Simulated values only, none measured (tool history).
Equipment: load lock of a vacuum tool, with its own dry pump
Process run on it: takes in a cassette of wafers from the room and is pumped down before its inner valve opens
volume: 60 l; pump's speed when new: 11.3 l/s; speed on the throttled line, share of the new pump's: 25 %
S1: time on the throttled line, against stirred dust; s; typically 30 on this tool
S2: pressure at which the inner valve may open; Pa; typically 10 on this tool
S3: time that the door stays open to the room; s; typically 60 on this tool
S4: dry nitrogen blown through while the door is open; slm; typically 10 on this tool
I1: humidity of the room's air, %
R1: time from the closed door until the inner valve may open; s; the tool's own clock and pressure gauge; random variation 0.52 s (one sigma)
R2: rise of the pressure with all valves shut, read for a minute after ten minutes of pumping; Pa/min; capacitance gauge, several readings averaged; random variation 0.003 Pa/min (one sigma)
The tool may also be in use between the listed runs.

Run 1, hour 0: usual settings; I1 46.6. Result: R1 74.3 s, R2 0.122 Pa/min.
Run 2, hour 63.1: usual settings; I1 45.7. Result: R1 74 s, R2 0.117 Pa/min.
Run 3, hour 105.9: usual settings; I1 41.3. Result: R1 73.5 s, R2 0.11 Pa/min.
Run 4, hour 158.5: usual settings but S4 8 slm; I1 42.9. Result: R1 73.5 s, R2 0.122 Pa/min.
Run 5, hour 221.7: usual settings but S4 37 slm; I1 48.6. Result: R1 73.6 s, R2 0.102 Pa/min.
Run 6, hour 294.3: usual settings but S2 11 Pa; I1 45.6. Result: R1 73.9 s, R2 0.118 Pa/min.
Run 7, hour 375.5: usual settings but S2 11 Pa; I1 44.5. Result: R1 73.3 s, R2 0.119 Pa/min.
Run 8, hour 463: usual settings but S2 16 Pa; I1 44.4. Result: R1 70.7 s, R2 0.127 Pa/min.
Run 9, hour 530.6: usual settings but S4 7 slm; I1 43.4. Result: R1 74.7 s, R2 0.126 Pa/min.
Run 10, hour 625.1: usual settings but S4 7 slm; I1 42.4. Result: R1 75.1 s, R2 0.136 Pa/min.
Run 11, hour 714.9: usual settings but S4 7 slm; I1 45.3. Result: R1 74.1 s, R2 0.136 Pa/min.
Run 12, hour 760.5: usual settings but S4 7 slm; I1 46.8. Result: R1 73.8 s, R2 0.131 Pa/min.
Run 13, hour 815.5: usual settings but S4 7 slm; I1 44.7. Result: R1 74.7 s, R2 0.129 Pa/min.
Run 14, hour 876.6: usual settings but S1 28 s, S3 101 s; I1 46.4. Result: R1 72.5 s, R2 0.15 Pa/min.
Run 15, hour 959.6: usual settings but S1 28 s, S2 8 Pa, S3 101 s, S4 27 slm; I1 43.8. Result: R1 74.4 s, R2 0.131 Pa/min.
Run 16, hour 1018: usual settings but S1 28 s, S2 8 Pa, S3 101 s, S4 27 slm; I1 47. Result: R1 74.7 s, R2 0.131 Pa/min.
Run 17, hour 1057.7: usual settings but S1 28 s, S2 8 Pa, S3 101 s, S4 27 slm; I1 44.8. Result: R1 75.3 s, R2 0.132 Pa/min.
Run 18, hour 1133.1: usual settings but S1 57 s, S2 17 Pa, S3 92 s; I1 45.1. Result: R1 91.6 s, R2 0.151 Pa/min.
Run 19, hour 1178.7: usual settings but S1 57 s, S2 8 Pa, S3 39 s; I1 45.6. Result: R1 96 s, R2 0.129 Pa/min.
Run 20, hour 1269.9: usual settings but S1 16 s, S2 16 Pa, S3 67 s, S4 33 slm; I1 43.6. Result: R1 61.7 s, R2 0.124 Pa/min.
Run 21, hour 1312.5: usual settings but S4 17 slm; I1 47.5. Result: R1 75.4 s, R2 0.136 Pa/min.
Run 22, hour 1375.7: usual settings but S1 47 s, S2 12 Pa, S3 34 s, S4 17 slm; I1 45. Result: R1 86.6 s, R2 0.124 Pa/min.
Run 23, hour 1458.6: usual settings but S3 62 s; I1 45.2. Result: R1 75.8 s, R2 0.146 Pa/min.
Run 24, hour 1520.3: usual settings but S1 16 s, S3 118 s; I1 47.3. Result: R1 65.5 s, R2 0.17 Pa/min.
Run 25, hour 1564.7: usual settings but S1 16 s, S2 17 Pa, S3 82 s, S4 12 slm; I1 44.6. Result: R1 61.4 s, R2 0.151 Pa/min.

Branching from run 25: 5 alternative next runs. What would each branch give?
Run A, hour 1631.5: usual settings but S1 16 s, S2 13 Pa, S3 64 s, S4 13 slm; I1 46. Result: R1 ?, R2 ?.
Run B, hour 1631.5: usual settings but S1 16 s, S2 17 Pa, S3 54 s, S4 34 slm; I1 44.3. Result: R1 ?, R2 ?.
Run C, hour 1631.5: usual settings but S1 43 s, S2 17 Pa, S3 134 s, S4 23 slm; I1 44.2. Result: R1 ?, R2 ?.
Run D, hour 1631.5: usual settings but S2 17 Pa, S4 23 slm; I1 42.8. Result: R1 ?, R2 ?.
Run E, hour 1631.5: usual settings but S1 53 s, S2 13 Pa, S3 78 s; I1 46.5. Result: R1 ?, R2 ?.

run    R1     R2
  A  63.1  0.149
  B  62.3  0.121
  C  83.3   0.16
  D  72.6  0.133
  E  89.8  0.161
Take away the tool's hidden state, keep each run's random variation, and the runs would have read:
run    R1     R2
  A  59.2  0.051
  B  58.5  0.024
  C  80.1  0.061
  D  69.2  0.036
  E  86.8  0.063

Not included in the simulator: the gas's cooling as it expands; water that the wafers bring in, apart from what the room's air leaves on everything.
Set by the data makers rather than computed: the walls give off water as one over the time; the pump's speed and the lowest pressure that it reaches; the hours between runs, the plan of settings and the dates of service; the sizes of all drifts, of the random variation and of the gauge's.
